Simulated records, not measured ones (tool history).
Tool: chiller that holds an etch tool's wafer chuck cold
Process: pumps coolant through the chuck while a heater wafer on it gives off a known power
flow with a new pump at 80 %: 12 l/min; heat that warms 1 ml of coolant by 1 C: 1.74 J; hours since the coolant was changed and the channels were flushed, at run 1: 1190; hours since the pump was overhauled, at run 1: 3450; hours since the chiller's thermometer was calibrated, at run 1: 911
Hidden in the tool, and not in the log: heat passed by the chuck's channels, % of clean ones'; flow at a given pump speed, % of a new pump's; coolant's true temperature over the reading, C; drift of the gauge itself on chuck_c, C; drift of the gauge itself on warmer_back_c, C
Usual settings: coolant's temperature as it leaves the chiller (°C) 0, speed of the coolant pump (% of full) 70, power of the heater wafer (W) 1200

run    hour  coolant's temperature as it leaves the chiller (°C)  speed of the coolant pump (% of full)  power of the heater wafer (W)  hours since the coolant was changed and the channels were flushed  hours since the pump was overhauled  hours since the chiller's thermometer was calibrated  chuck's temperature once it has settled (°C)  how much warmer the coolant comes back (C)
  1     0.0                                                    0                                     70                           1200                                                               1190                                 3450                                                   911                                           9.6                                        4.05
  2    50.2                                                    0                                     70                           1200                                                               1240                                 3500                                                   961                                           9.7                                        4.10
  3    93.9                                                    0                                     70                           1200                                                               1284                                 3544                                                  1005                                           9.5                                        4.02
  4   144.7                                                    0                                     70                           1200                                                               1335                                 3595                                                  1056                                           9.6                                        4.12
  5   197.6                                                    0                                     70                           1200                                                               1388                                 3648                                                  1109                                           9.7                                        4.09
  6   272.9                                                    0                                     70                           1200                                                               1463                                 3723                                                  1184                                           9.5                                        4.14
  7   354.8                                                    0                                     70                           1200                                                               1545                                 3805                                                  1266                                           9.5                                        4.08
  8   439.6                                                    0                                     70                           1200                                                               1630                                 3890                                                  1351                                           9.8                                        4.10
  9   484.9                                                    0                                     70                           1200                                                               1675                                 3935                                                  1396                                           9.4                                        4.08
 10   578.0                                                    0                                     70                           1200                                                               1768                                 4028                                                  1489                                           9.6                                        4.07
 11   663.9                                                    0                                     70                           1200                                                               1854                                 4114                                                  1575                                           9.8                                        4.22
 12   735.4                                                    0                                     80                            769                                                               1925                                 4185                                                  1647                                           5.4                                        2.29
 13   816.8                                                   -9                                     67                           1200                                                               2007                                 4267                                                  1728                                           1.1                                        4.30
 14   863.6                                                    5                                     60                            600                                                               2054                                 4314                                                  1775                                          10.5                                        2.44
      873.5  -- chiller's thermometer calibrated
 15   929.5                                                   -8                                     60                           1200                                                               2118                                 4378                                                    56                                           3.0                                        4.86
 16  1028.2                                                    3                                     77                            771                                                               2217                                 4477                                                   155                                           8.5                                        2.40

Run 17 comes next. What will it give?
 17  1109.9                                                    3                                     77                            771                                                               2299                                 4559                                                   236                                             ?                                           ?

chuck's temperature once it has settled (°C): 8.4
how much warmer the coolant comes back (C): 2.38
Without the tool's hidden state the same run would have given chuck's temperature once it has settled (°C) 8.3, how much warmer the coolant comes back (C) 2.29.
